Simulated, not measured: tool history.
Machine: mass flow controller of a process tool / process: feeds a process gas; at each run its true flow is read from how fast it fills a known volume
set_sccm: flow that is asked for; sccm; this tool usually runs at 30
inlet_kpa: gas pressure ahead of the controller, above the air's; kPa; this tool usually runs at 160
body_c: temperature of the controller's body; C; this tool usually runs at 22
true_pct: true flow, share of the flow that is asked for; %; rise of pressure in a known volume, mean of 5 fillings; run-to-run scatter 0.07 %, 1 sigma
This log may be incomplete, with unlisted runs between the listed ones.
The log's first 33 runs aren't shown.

run	hour	set_sccm	inlet_kpa	body_c	hours of work since the controller was set to zero	hours of work since the controller was changed	true_pct
34	5215.3	26	156	29	342	4713	96.13
35	5376.7	98	222	31	415	4786	97.83
36	5538.9	18	142	24	488	4859	96.10
37	5714.6	47	160	22	567	4938	97.34
38	5897.2	19	183	35	650	5021	94.67
39	6015.3	19	183	35	703	5074	94.78
40	6175.1	30	252	22	775	5146	96.53
41	6363.0	30	252	22	860	5231	96.32
42	6503.2	40	143	22	923	5294	96.75
43	6715.7	33	221	25	1019	5390	96.12
44	6849.1	33	221	25	1080	5450	96.13

Consider 3 possible next runs. They are alternatives, not a sequence: every one starts from the tool as it was left by run 44. What does each give?
A	6965.5	11	221	25	1132	5503	?
B	6965.5	91	160	38	1132	5503	?
C	6965.5	18	160	22	1132	5503	?

run	true_pct
A	93.75
B	96.70
C	95.36
What these runs would have given with no unlogged condition in the tool:
run	true_pct
A	97.76
B	98.54
C	98.41

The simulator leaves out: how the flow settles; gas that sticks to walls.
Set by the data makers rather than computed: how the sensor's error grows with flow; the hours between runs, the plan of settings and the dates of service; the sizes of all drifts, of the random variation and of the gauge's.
